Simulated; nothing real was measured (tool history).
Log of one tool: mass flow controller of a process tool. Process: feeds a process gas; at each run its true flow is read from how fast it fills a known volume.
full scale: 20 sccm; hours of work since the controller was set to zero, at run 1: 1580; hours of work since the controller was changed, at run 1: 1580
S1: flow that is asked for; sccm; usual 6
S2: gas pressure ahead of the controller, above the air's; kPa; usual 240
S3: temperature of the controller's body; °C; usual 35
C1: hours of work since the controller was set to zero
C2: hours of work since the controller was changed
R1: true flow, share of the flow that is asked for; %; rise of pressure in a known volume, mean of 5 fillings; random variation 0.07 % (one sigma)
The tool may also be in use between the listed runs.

run,hour,S1,S2,S3,C1,C2,R1
1,0.0,6,240,35,1580,1580,97.46
2,289.4,6,240,35,1725,1725,97.45
3,564.7,4,240,35,1864,1864,97.10
4,787.2,4,162,35,1976,1976,96.96
5,924.6,4,162,35,2045,2045,96.92
6,1159.8,5,162,35,2163,2163,97.10
7,1363.0,6,154,35,2265,2265,97.24
8,1640.1,6,240,35,2405,2405,97.44
9,1779.1,6,240,35,2475,2475,97.51
10,1925.2,4,240,35,2548,2548,96.96
11,2104.0,6,240,28,2638,2638,97.53
12,2264.7,6,240,35,2719,2719,97.32
13,2521.4,6,240,35,2848,2848,97.42
14,2812.3,2,240,35,2994,2994,96.69
15,2974.9,2,240,26,3076,3076,97.04
16,3185.7,2,240,26,3182,3182,97.01
17,3455.3,2,181,26,3318,3318,97.06
18,3751.4,2,181,26,3466,3466,97.04
19,3906.9,6,240,35,3545,3545,97.38
20,4139.1,6,240,35,3661,3661,97.41
21,4437.8,6,240,35,3812,3812,97.35
22,4743.5,6,240,35,3965,3965,97.41
23,4979.8,6,240,35,4084,4084,97.37
24,5239.4,6,240,35,4215,4215,97.43
25,5396.9,6,215,22,4294,4294,97.79
26,5653.7,6,215,22,4423,4423,97.76
27,5884.5,6,212,23,4539,4539,97.77
28,6056.1,10,166,33,4625,4625,97.85
29,6255.6,7,277,29,4726,4726,97.80
30,6401.4,7,277,27,4799,4799,97.82
31,6604.5,3,153,27,4901,4901,97.13
32,6775.2,19,230,38,4987,4987,99.50
33,7006.9,5,185,22,5104,5104,97.50
34,7189.1,7,185,23,5195,5195,97.90
35,7369.4,7,159,35,5286,5286,97.39
36,7667.9,16,147,29,5436,5436,99.08
37,7898.9,9,270,35,5552,5552,98.01
38,8186.0,9,270,35,5697,5697,97.90
39,8390.8,17,270,32,5800,5800,99.36
40,8520.3,7,176,32,5865,5865,97.42
41,8656.2,10,240,25,5933,5933,98.39
42,8820.8,3,146,26,6016,6016,97.11
43,9108.6,3,233,26,6161,6161,97.09
44,9346.9,7,240,35,6280,6280,97.51
45,9577.1,7,240,35,6396,6396,97.47
46,9765.8,7,276,32,6491,6491,97.74
47,10069.8,7,276,32,6644,6644,97.70

5 ways to go on from here, each from the tool as it stands after run 47. What would each give?
A,10202.6,7,258,29,6711,6711,?
B,10202.6,11,240,28,6711,6711,?
C,10202.6,2,202,25,6711,6711,?
D,10202.6,2,212,35,6711,6711,?
E,10202.6,13,276,39,6711,6711,?

run,R1
A,97.90
B,98.43
C,97.01
D,96.57
E,98.45
Without the tool's hidden state the same runs would have given:
run,R1
A,97.92
B,98.45
C,97.06
D,96.62
E,98.47
